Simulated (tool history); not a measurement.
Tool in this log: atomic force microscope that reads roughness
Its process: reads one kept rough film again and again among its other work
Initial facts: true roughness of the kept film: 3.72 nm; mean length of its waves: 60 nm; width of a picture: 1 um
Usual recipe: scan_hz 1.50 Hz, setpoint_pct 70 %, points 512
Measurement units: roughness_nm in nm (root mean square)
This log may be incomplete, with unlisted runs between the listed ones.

{"run": 1, "hour": 0.0, "scan_hz": 1.5, "setpoint_pct": 70, "points": 512, "roughness_nm": 3.269}
{"run": 2, "hour": 20.3, "scan_hz": 1.5, "setpoint_pct": 70, "points": 512, "roughness_nm": 3.215}
{"run": 3, "hour": 35.0, "scan_hz": 1.5, "setpoint_pct": 70, "points": 512, "roughness_nm": 3.178}
{"run": 4, "hour": 47.2, "scan_hz": 1.5, "setpoint_pct": 70, "points": 512, "roughness_nm": 3.166}
{"run": 5, "hour": 65.4, "scan_hz": 1.5, "setpoint_pct": 70, "points": 512, "roughness_nm": 3.112}
{"hour": 69.5, "done": "new tip fitted"}
{"run": 6, "hour": 84.6, "scan_hz": 1.5, "setpoint_pct": 70, "points": 512, "roughness_nm": 3.414}
{"run": 7, "hour": 98.9, "scan_hz": 1.5, "setpoint_pct": 70, "points": 442, "roughness_nm": 3.364}
{"run": 8, "hour": 119.7, "scan_hz": 1.5, "setpoint_pct": 70, "points": 442, "roughness_nm": 3.31}
{"run": 9, "hour": 132.5, "scan_hz": 1.5, "setpoint_pct": 70, "points": 442, "roughness_nm": 3.279}
{"run": 10, "hour": 148.7, "scan_hz": 1.5, "setpoint_pct": 70, "points": 442, "roughness_nm": 3.244}
{"run": 11, "hour": 167.2, "scan_hz": 1.5, "setpoint_pct": 70, "points": 442, "roughness_nm": 3.232}
{"run": 12, "hour": 187.5, "scan_hz": 1.5, "setpoint_pct": 70, "points": 442, "roughness_nm": 3.167}
{"hour": 211.6, "done": "new tip fitted"}
{"run": 13, "hour": 212.6, "scan_hz": 1.5, "setpoint_pct": 70, "points": 442, "roughness_nm": 3.441}
{"run": 14, "hour": 235.6, "scan_hz": 0.82, "setpoint_pct": 70, "points": 512, "roughness_nm": 3.474}
{"run": 15, "hour": 250.7, "scan_hz": 1.5, "setpoint_pct": 70, "points": 795, "roughness_nm": 3.37}
{"run": 16, "hour": 268.7, "scan_hz": 1.5, "setpoint_pct": 70, "points": 512, "roughness_nm": 3.317}
{"run": 17, "hour": 289.7, "scan_hz": 1.5, "setpoint_pct": 70, "points": 512, "roughness_nm": 3.242}
{"run": 18, "hour": 317.5, "scan_hz": 1.5, "setpoint_pct": 70, "points": 512, "roughness_nm": 3.185}
{"run": 19, "hour": 336.4, "scan_hz": 1.5, "setpoint_pct": 70, "points": 512, "roughness_nm": 3.149}
{"run": 20, "hour": 351.0, "scan_hz": 1.5, "setpoint_pct": 70, "points": 512, "roughness_nm": 3.131}
{"hour": 353.4, "done": "new tip fitted"}
{"run": 21, "hour": 374.8, "scan_hz": 1.5, "setpoint_pct": 70, "points": 512, "roughness_nm": 3.399}
{"run": 22, "hour": 387.9, "scan_hz": 1.5, "setpoint_pct": 70, "points": 512, "roughness_nm": 3.371}
{"run": 23, "hour": 399.6, "scan_hz": 1.5, "setpoint_pct": 70, "points": 512, "roughness_nm": 3.361}
{"run": 24, "hour": 423.7, "scan_hz": 1.5, "setpoint_pct": 70, "points": 512, "roughness_nm": 3.261}
{"run": 25, "hour": 439.2, "scan_hz": 1.5, "setpoint_pct": 70, "points": 512, "roughness_nm": 3.254}
{"run": 26, "hour": 461.4, "scan_hz": 0.77, "setpoint_pct": 70, "points": 906, "roughness_nm": 3.269}
{"run": 27, "hour": 479.0, "scan_hz": 0.77, "setpoint_pct": 70, "points": 906, "roughness_nm": 3.242}
{"hour": 494.3, "done": "new tip fitted"}
{"run": 28, "hour": 507.3, "scan_hz": 1.5, "setpoint_pct": 81, "points": 512, "roughness_nm": 3.287}
{"run": 29, "hour": 519.5, "scan_hz": 1.5, "setpoint_pct": 81, "points": 512, "roughness_nm": 3.305}
{"run": 30, "hour": 538.2, "scan_hz": 1.5, "setpoint_pct": 81, "points": 512, "roughness_nm": 3.182}
{"run": 31, "hour": 560.6, "scan_hz": 1.5, "setpoint_pct": 70, "points": 414, "roughness_nm": 3.297}
{"run": 32, "hour": 572.9, "scan_hz": 1.5, "setpoint_pct": 70, "points": 414, "roughness_nm": 3.264}
{"run": 33, "hour": 595.5, "scan_hz": 1.83, "setpoint_pct": 68, "points": 492, "roughness_nm": 3.204}
{"run": 34, "hour": 619.0, "scan_hz": 1.83, "setpoint_pct": 68, "points": 492, "roughness_nm": 3.171}
{"run": 35, "hour": 630.8, "scan_hz": 0.65, "setpoint_pct": 72, "points": 492, "roughness_nm": 3.22}
{"hour": 636.9, "done": "new tip fitted"}
{"run": 36, "hour": 647.5, "scan_hz": 2.23, "setpoint_pct": 83, "points": 355, "roughness_nm": 3.089}

Forecast run 37:
{"run": 37, "hour": 674.7, "scan_hz": 2.23, "setpoint_pct": 83, "points": 355, "roughness_nm": "?"}

roughness_nm: 3.073 nm (root mean square)
Were there no unlogged condition in the tool, this run, its random variation unchanged, would have produced roughness_nm 3.147 nm (root mean square).
